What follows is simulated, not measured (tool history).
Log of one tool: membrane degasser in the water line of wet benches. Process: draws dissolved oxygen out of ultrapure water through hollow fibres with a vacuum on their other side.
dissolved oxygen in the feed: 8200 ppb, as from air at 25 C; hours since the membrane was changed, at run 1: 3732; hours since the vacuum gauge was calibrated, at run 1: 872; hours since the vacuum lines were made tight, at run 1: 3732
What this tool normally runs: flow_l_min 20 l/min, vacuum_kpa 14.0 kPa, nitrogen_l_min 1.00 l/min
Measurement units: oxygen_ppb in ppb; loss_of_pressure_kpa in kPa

run	hour	flow_l_min	vacuum_kpa	nitrogen_l_min	hours since the membrane was changed	hours since the vacuum gauge was calibrated	hours since the vacuum lines were made tight	oxygen_ppb	loss_of_pressure_kpa
1	0.0	20	14.0	1.00	3732	872	3732	477.8	31.91
2	80.8	23	14.0	1.00	3813	953	3813	537.3	36.64
3	226.2	23	14.0	1.00	3958	1099	3958	541.1	36.66
4	323.9	20	22.6	1.00	4056	1196	4056	805.4	31.97
5	409.7	20	22.6	0.51	4142	1282	4142	1350.1	31.96
6	585.8	20	14.0	1.00	4318	1458	4318	477.0	31.30
7	670.6	27	14.0	1.00	4403	1543	4403	626.9	42.89
8	835.6	27	32.4	1.00	4568	1708	4568	1464.7	42.82
9	970.3	27	32.4	1.00	4702	1843	4702	1470.1	43.32
10	1111.3	27	32.4	1.00	4843	1984	4843	1492.4	43.15
11	1232.1	16	14.0	1.00	4964	2104	4964	399.0	25.64
12	1312.1	14	14.0	1.00	5044	2185	5044	353.7	22.46
13	1465.5	14	14.0	1.00	5198	2338	5198	353.3	22.55
14	1569.3	30	14.0	1.00	5301	2442	5301	696.3	47.89
15	1654.0	30	14.0	1.00	5386	2526	5386	690.1	48.28
16	1831.1	20	14.0	1.00	5563	2704	5563	484.5	31.89
17	1915.1	20	14.0	1.00	5647	2788	5647	481.9	32.26
18	2024.0	14	13.8	1.00	5756	2896	5756	349.5	22.50
19	2140.6	13	15.3	1.89	5873	3013	5873	209.4	20.90
20	2236.3	13	15.3	1.89	5968	3109	5968	208.2	21.06
21	2339.5	13	15.3	1.89	6072	3212	6072	207.4	20.93
# hour 2354.2: vacuum gauge calibrated
22	2429.6	29	14.0	1.00	6161	75	6161	681.0	47.29
23	2583.7	21	11.6	1.00	6315	230	6315	405.9	34.08
24	2756.6	21	11.6	1.00	6488	402	6488	408.0	34.32
# hour 2790.3: vacuum gauge calibrated, once more
25	2844.4	21	11.6	1.00	6575	54	6575	394.1	34.32
26	2942.9	14	11.7	0.91	6674	153	6674	302.5	22.68
27	3039.9	16	30.4	2.59	6771	250	6771	408.0	26.32
28	3201.1	16	30.4	2.59	6932	411	6932	406.9	26.32
29	3372.9	28	14.0	0.41	7104	583	7104	1200.4	45.92
# hour 3484.7: seals of the vacuum lines changed
30	3496.5	16	14.0	1.05	7226	704	12	368.8	26.15
31	3589.5	16	15.0	0.45	7319	797	105	798.3	26.26

Run by run, hidden condition taken away, random variation retained:
Hidden state present: membrane still open, %; true pressure behind the membrane over the reading, kPa; air that leaks in behind the membrane, l/min; drift of the gauge itself on oxygen_ppb, %; drift of the gauge itself on loss_of_pressure_kpa, %.
run	oxygen_ppb	loss_of_pressure_kpa
1	466.1	30.80
2	524.3	35.34
3	527.5	35.31
4	788.8	30.76
5	1334.1	30.74
6	463.3	30.02
7	609.4	41.14
8	1441.3	40.99
9	1445.9	41.43
10	1467.1	41.20
11	384.0	24.45
12	338.8	21.40
13	337.9	21.47
14	671.9	45.52
15	665.5	45.87
16	466.3	30.22
17	463.5	30.57
18	332.6	21.28
19	197.2	19.75
20	195.9	19.88
21	194.9	19.73
22	647.3	44.58
23	381.2	32.08
24	382.7	32.26
25	383.7	32.22
26	292.1	21.27
27	391.1	24.68
28	389.6	24.64
29	1196.7	42.90
30	365.6	24.39
31	793.8	24.48

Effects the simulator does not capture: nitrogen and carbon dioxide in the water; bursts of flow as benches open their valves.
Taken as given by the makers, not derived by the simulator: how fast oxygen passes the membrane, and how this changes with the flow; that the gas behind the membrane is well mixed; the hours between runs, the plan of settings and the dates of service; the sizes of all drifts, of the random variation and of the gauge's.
